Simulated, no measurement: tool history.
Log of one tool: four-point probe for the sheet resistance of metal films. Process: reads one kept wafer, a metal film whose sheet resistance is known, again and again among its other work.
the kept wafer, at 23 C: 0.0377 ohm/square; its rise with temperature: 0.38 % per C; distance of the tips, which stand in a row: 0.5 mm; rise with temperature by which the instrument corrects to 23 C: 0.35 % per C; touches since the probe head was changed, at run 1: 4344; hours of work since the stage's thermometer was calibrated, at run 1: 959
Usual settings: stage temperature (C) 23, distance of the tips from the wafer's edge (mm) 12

| run | hour | stage temperature (C) | distance of the tips from the wafer's edge (mm) | touches since the probe head was changed | hours of work since the stage's thermometer was calibrated | sheet resistance as the instrument gives it (ohm/square) |
|---|---|---|---|---|---|---|
| 1 | 0 | 23 | 12 | 4344 | 959 | 0.03759 |
| 2 | 6.5 | 23 | 12 | 4512 | 963 | 0.037594 |
| 3 | 13.7 | 23 | 12 | 4698 | 968 | 0.037598 |
| 4 | 25.8 | 23 | 4 | 5013 | 975 | 0.037876 |
| 5 | 35.9 | 23 | 4 | 5274 | 981 | 0.037871 |
| 6 | 49.7 | 23 | 4 | 5631 | 989 | 0.037878 |
| 7 | 60 | 23 | 12 | 5898 | 996 | 0.037602 |
| 8 | 69.9 | 23 | 12 | 6155 | 1002 | 0.03761 |
| 9 | 84.7 | 27 | 12 | 6537 | 1010 | 0.03765 |
| 10 | 91.5 | 27 | 12 | 6714 | 1015 | 0.037638 |
| 11 | 102.4 | 31 | 12 | 6998 | 1021 | 0.037692 |
| 12 | 111.6 | 31 | 12 | 7235 | 1027 | 0.037702 |
| 13 | 126.8 | 31 | 12 | 7630 | 1036 | 0.037698 |
| 14 | 138.1 | 23 | 4 | 7922 | 1043 | 0.037891 |
| 15 | 150.5 | 23 | 20 | 8243 | 1050 | 0.037578 |
| 16 | 158.2 | 23 | 20 | 8443 | 1055 | 0.03758 |
| 17 | 168 | 23 | 20 | 8697 | 1061 | 0.037586 |
| 18 | 182 | 23 | 12 | 9061 | 1069 | 0.037612 |
| 19 | 194.1 | 23 | 12 | 9373 | 1077 | 0.037608 |
| 20 | 206.3 | 23 | 52 | 9689 | 1084 | 0.037585 |
| 21 | 217.6 | 23 | 52 | 9984 | 1091 | 0.037579 |
| 22 | 227.4 | 23 | 6 | 10237 | 1097 | 0.037721 |
| 23 | 242.6 | 23 | 12 | 10630 | 1106 | 0.037622 |
| 24 | 255.2 | 23 | 12 | 10957 | 1114 | 0.037608 |
| 25 | 263.5 | 24 | 12 | 11173 | 1119 | 0.037632 |
| 26 | 278.7 | 24 | 12 | 11567 | 1128 | 0.037631 |
| 27 | 285 | 20 | 11 | 11728 | 1132 | 0.037608 |
| 28 | 293.7 | 20 | 11 | 11954 | 1137 | 0.037587 |
| 29 | 301.9 | 20 | 11 | 12168 | 1142 | 0.037588 |
| 30 | 310.1 | 20 | 4 | 12379 | 1147 | 0.037869 |
| 31 | 322.6 | 20 | 4 | 12704 | 1154 | 0.037864 |
| 32 | 330.1 | 27 | 36 | 12898 | 1159 | 0.037633 |
| 33 | 340.6 | 25 | 6 | 13171 | 1165 | 0.037759 |
| 34 | 356 | 32 | 8 | 13569 | 1174 | 0.037757 |
| 35 | 365.6 | 26 | 8 | 13817 | 1180 | 0.037704 |
| 36 | 372.9 | 21 | 4 | 14006 | 1185 | 0.03788 |
| 37 | 387.9 | 21 | 4 | 14397 | 1194 | 0.037876 |
| 38 | 398 | 31 | 4 | 14657 | 1200 | 0.03799 |
| 39 | 410.4 | 21 | 5 | 14980 | 1207 | 0.037776 |
| 40 | 419.9 | 21 | 5 | 15226 | 1213 | 0.03778 |
| 41 | 435.2 | 22 | 8 | 15622 | 1222 | 0.037664 |
| 42 | 446 | 22 | 8 | 15901 | 1229 | 0.037661 |
| 43 | 453.1 | 22 | 42 | 16084 | 1233 | 0.03759 |
| 44 | 468.2 | 22 | 42 | 16475 | 1242 | 0.037607 |
| 45 | 479.1 | 23 | 16 | 16759 | 1249 | 0.037625 |

4 ways to go on from here, each from the tool as it stands after run 45. What would each give?
| A | 492.4 | 35 | 10 | 17105 | 1257 | ? |
| B | 492.4 | 34 | 18 | 17105 | 1257 | ? |
| C | 492.4 | 23 | 67 | 17105 | 1257 | ? |
| D | 492.4 | 31 | 12 | 17105 | 1257 | ? |

| run | sheet resistance as the instrument gives it (ohm/square) |
|---|---|
| A | 0.037782 |
| B | 0.03774 |
| C | 0.037617 |
| D | 0.037732 |
Without the tool's hidden state the same runs would have given:
| run | sheet resistance as the instrument gives it (ohm/square) |
|---|---|
| A | 0.037883 |
| B | 0.037841 |
| C | 0.037717 |
| D | 0.037833 |
